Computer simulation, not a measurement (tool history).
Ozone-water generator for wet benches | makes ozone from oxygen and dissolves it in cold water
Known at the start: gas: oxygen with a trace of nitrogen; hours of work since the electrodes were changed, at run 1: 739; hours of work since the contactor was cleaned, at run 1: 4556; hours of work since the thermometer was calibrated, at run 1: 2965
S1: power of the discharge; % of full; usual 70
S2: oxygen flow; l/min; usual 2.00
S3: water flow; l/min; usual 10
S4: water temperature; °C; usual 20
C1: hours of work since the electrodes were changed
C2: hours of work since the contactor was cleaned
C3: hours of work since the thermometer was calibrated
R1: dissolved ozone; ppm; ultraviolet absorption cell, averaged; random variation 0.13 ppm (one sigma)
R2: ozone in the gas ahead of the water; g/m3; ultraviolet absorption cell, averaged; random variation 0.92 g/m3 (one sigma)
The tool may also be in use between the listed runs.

run,hour,S1,S2,S3,S4,C1,C2,C3,R1,R2
1,0.0,70,2.00,10,20,739,4556,2965,14.8,154.2
2,23.0,49,2.00,10,20,760,4577,2986,10.7,112.9
3,52.3,49,2.00,10,20,787,4605,3013,10.8,112.6
4,67.8,49,2.00,10,20,802,4619,3027,10.5,111.5
5,85.0,70,2.00,10,20,818,4635,3043,14.7,155.4
6,119.2,65,2.00,10,20,849,4666,3075,13.8,145.5
7,149.1,65,2.00,10,20,877,4694,3103,13.9,144.5
8,167.0,65,2.00,10,20,893,4711,3119,14.0,145.1
9,183.5,65,2.00,10,20,909,4726,3134,13.9,141.4
10,208.4,65,2.00,10,20,932,4749,3157,13.7,143.7
11,222.4,62,1.28,11,20,945,4762,3170,12.0,178.2
12,251.7,62,1.28,11,20,972,4789,3198,11.9,180.3
13,276.1,70,3.24,10,20,994,4812,3220,14.4,114.1
14,294.5,70,3.24,10,20,1011,4829,3237,14.5,114.1
15,316.7,47,1.83,10,20,1032,4849,3258,10.3,111.6

Forecast run 16:
16,333.2,47,1.83,10,20,1047,4865,3273,?,?

Run 16 gave R1 10.1 ppm, R2 112.5 g/m3.
Without the tool's hidden state the same run would have given R1 10.2 ppm, R2 114.8 g/m3.
